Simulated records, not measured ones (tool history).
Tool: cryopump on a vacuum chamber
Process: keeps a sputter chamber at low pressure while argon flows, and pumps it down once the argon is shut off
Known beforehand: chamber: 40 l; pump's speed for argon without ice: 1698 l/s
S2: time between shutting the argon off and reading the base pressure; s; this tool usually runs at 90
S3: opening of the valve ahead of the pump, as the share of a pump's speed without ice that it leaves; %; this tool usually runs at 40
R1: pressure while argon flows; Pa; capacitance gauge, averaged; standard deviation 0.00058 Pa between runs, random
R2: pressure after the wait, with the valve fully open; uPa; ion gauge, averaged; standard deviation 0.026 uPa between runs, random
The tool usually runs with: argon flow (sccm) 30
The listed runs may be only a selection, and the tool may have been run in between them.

Run 1, hour 0.0: usual settings. Result: R1 0.0752 Pa, R2 2.99 uPa.
Run 2, hour 11.6: usual settings. Result: R1 0.0747 Pa, R2 3.11 uPa.
Run 3, hour 29.8: usual settings. Result: R1 0.0753 Pa, R2 3.08 uPa.
Run 4, hour 51.0: usual settings but S2 23 s. Result: R1 0.0760 Pa, R2 5.96 uPa.
Run 5, hour 62.3: usual settings but S2 23 s. Result: R1 0.0756 Pa, R2 6.00 uPa.
Run 6, hour 75.5: usual settings. Result: R1 0.0759 Pa, R2 3.12 uPa.
Run 7, hour 85.2: usual settings. Result: R1 0.0756 Pa, R2 3.18 uPa.
Run 8, hour 106.5: usual settings. Result: R1 0.0760 Pa, R2 3.19 uPa.
Run 9, hour 128.7: usual settings but argon flow (sccm) 15. Result: R1 0.0389 Pa, R2 3.25 uPa.
Run 10, hour 147.6: usual settings but argon flow (sccm) 15. Result: R1 0.0389 Pa, R2 3.17 uPa.
Run 11, hour 168.0: usual settings but argon flow (sccm) 15, S2 24 s. Result: R1 0.0386 Pa, R2 5.95 uPa.
Run 12, hour 189.5: usual settings but argon flow (sccm) 15, S2 24 s. Result: R1 0.0387 Pa, R2 6.02 uPa.
Run 13, hour 209.8: usual settings but argon flow (sccm) 15, S2 24 s. Result: R1 0.0388 Pa, R2 6.10 uPa.
Run 14, hour 226.3: usual settings but argon flow (sccm) 15, S2 24 s, S3 29 %. Result: R1 0.0537 Pa, R2 5.98 uPa.
Run 15, hour 243.1: usual settings but argon flow (sccm) 15, S2 24 s, S3 29 %. Result: R1 0.0524 Pa, R2 6.22 uPa.
Run 16, hour 264.9: usual settings but argon flow (sccm) 15, S2 24 s, S3 29 %. Result: R1 0.0535 Pa, R2 6.03 uPa.
Run 17, hour 286.9: usual settings but argon flow (sccm) 15, S2 24 s, S3 29 %. Result: R1 0.0538 Pa, R2 6.10 uPa.
Run 18, hour 300.1: usual settings but argon flow (sccm) 16, S2 239 s, S3 52 %. Result: R1 0.0319 Pa, R2 2.77 uPa.
Run 19, hour 321.6: usual settings but argon flow (sccm) 35, S2 21 s. Result: R1 0.0914 Pa, R2 6.75 uPa.
Run 20, hour 333.3: usual settings but argon flow (sccm) 54, S2 165 s, S3 28 %. Result: R1 0.1992 Pa, R2 3.09 uPa.
Run 21, hour 349.9: usual settings but argon flow (sccm) 18, S2 165 s, S3 31 %. Result: R1 0.0606 Pa, R2 3.16 uPa.
Run 22, hour 361.4: usual settings but argon flow (sccm) 18, S2 165 s, S3 31 %. Result: R1 0.0604 Pa, R2 3.09 uPa.
Run 23, hour 376.1: usual settings but argon flow (sccm) 15, S2 88 s, S3 30 %. Result: R1 0.0520 Pa, R2 3.62 uPa.
Run 24, hour 386.5: usual settings but argon flow (sccm) 20, S2 141 s. Result: R1 0.0533 Pa, R2 3.27 uPa.
Run 25, hour 407.7: usual settings but argon flow (sccm) 24. Result: R1 0.0641 Pa, R2 3.69 uPa.
Run 26, hour 424.0: usual settings but S2 74 s, S3 38 %. Result: R1 0.0839 Pa, R2 3.91 uPa.
Run 27, hour 435.5: usual settings but argon flow (sccm) 34, S2 55 s, S3 19 %. Result: R1 0.1848 Pa, R2 4.34 uPa.
Run 28, hour 455.9: usual settings but argon flow (sccm) 27, S2 30 s, S3 32 %. Result: R1 0.0897 Pa, R2 5.74 uPa.
Run 29, hour 474.1: usual settings but argon flow (sccm) 27, S2 197 s, S3 18 %. Result: R1 0.1539 Pa, R2 3.22 uPa.
Run 30, hour 492.6: usual settings but S3 25 %. Result: R1 0.1257 Pa, R2 3.81 uPa.
Run 31, hour 511.7: usual settings but argon flow (sccm) 18, S3 51 %. Result: R1 0.0398 Pa, R2 3.89 uPa.
Run 32, hour 521.3: usual settings but argon flow (sccm) 13, S3 17 %. Result: R1 0.0788 Pa, R2 3.97 uPa.
Run 33, hour 540.4: usual settings but argon flow (sccm) 19, S3 25 %. Result: R1 0.0806 Pa, R2 3.87 uPa.

Alternative continuations, all from the tool just after run 33; predict every row:
Run A, hour 556.7: usual settings but S2 56 s, S3 25 %. Result: R1 ?, R2 ?.
Run B, hour 556.7: usual settings but argon flow (sccm) 41, S2 33 s. Result: R1 ?, R2 ?.
Run C, hour 556.7: usual settings but argon flow (sccm) 19, S2 273 s, S3 17 %. Result: R1 ?, R2 ?.
Run D, hour 556.7: usual settings but argon flow (sccm) 35. Result: R1 ?, R2 ?.
Run E, hour 556.7: usual settings but S2 92 s, S3 37 %. Result: R1 ?, R2 ?.

run      R1    R2
  A  0.1258  4.56
  B  0.1111  5.69
  C  0.1153  3.20
  D  0.0953  3.95
  E  0.0876  3.79
Without the tool's unlogged condition, the same runs would have read:
run      R1    R2
  A  0.1189  1.77
  B  0.1017  2.88
  C  0.1109  0.47
  D  0.0872  1.15
  E  0.0807  1.09
